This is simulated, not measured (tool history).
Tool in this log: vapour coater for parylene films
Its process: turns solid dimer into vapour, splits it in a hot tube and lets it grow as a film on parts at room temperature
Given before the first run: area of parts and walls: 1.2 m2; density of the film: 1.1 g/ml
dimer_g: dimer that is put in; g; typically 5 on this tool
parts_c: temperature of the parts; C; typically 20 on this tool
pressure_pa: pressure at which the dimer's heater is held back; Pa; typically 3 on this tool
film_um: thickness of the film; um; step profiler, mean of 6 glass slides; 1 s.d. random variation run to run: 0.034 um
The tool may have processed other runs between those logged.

| run | hour | dimer_g | parts_c | pressure_pa | film_um |
|---|---|---|---|---|---|
| 1 | 0 | 5 | 20 | 3 | 3.38 |
| 2 | 26.7 | 5 | 20 | 3 | 3.4 |
| 3 | 39.5 | 5 | 20 | 3 | 3.38 |
| 4 | 62.9 | 5 | 20 | 3 | 3.37 |
| 5 | 91.3 | 5 | 20 | 3 | 3.44 |
| 6 | 108.1 | 5 | 20 | 5.07 | 3.01 |
| 7 | 129.9 | 5 | 20 | 5.07 | 3.03 |
| 8 | 144.9 | 5 | 20 | 5.07 | 3 |
| 9 | 164.9 | 5 | 20 | 5.07 | 3 |
| 10 | 192.5 | 5 | 20 | 5.07 | 2.97 |
| 11 | 220.8 | 5 | 20 | 5.07 | 3.03 |
| 12 | 237.4 | 3 | 21 | 10.09 | 1.51 |
| 13 | 256.1 | 3 | 21 | 10.09 | 1.49 |
| 14 | 268.6 | 5 | 30 | 9.37 | 2.07 |
| 15 | 281.7 | 5 | 30 | 9.37 | 1.95 |
| 16 | 300 | 5 | 20 | 10.58 | 2.55 |
| 17 | 323.3 | 4 | 20 | 10.58 | 2.05 |
| 18 | 341.7 | 5 | 21 | 2.65 | 3.36 |

Branching from run 18: 5 alternative next runs. What would each branch give?
| A | 354.2 | 6 | 16 | 2.65 | ? |
| B | 354.2 | 2 | 20 | 3 | ? |
| C | 354.2 | 5 | 21 | 3.41 | ? |
| D | 354.2 | 4 | 25 | 2.65 | ? |
| E | 354.2 | 6 | 20 | 3 | ? |

| run | film_um |
|---|---|
| A | 4.46 |
| B | 1.35 |
| C | 3.21 |
| D | 2.5 |
| E | 4.08 |
The same runs, with their run-to-run variation unchanged, on a tool lacking any hidden condition would have given:
| run | film_um |
|---|---|
| A | 4.48 |
| B | 1.35 |
| C | 3.22 |
| D | 2.51 |
| E | 4.09 |

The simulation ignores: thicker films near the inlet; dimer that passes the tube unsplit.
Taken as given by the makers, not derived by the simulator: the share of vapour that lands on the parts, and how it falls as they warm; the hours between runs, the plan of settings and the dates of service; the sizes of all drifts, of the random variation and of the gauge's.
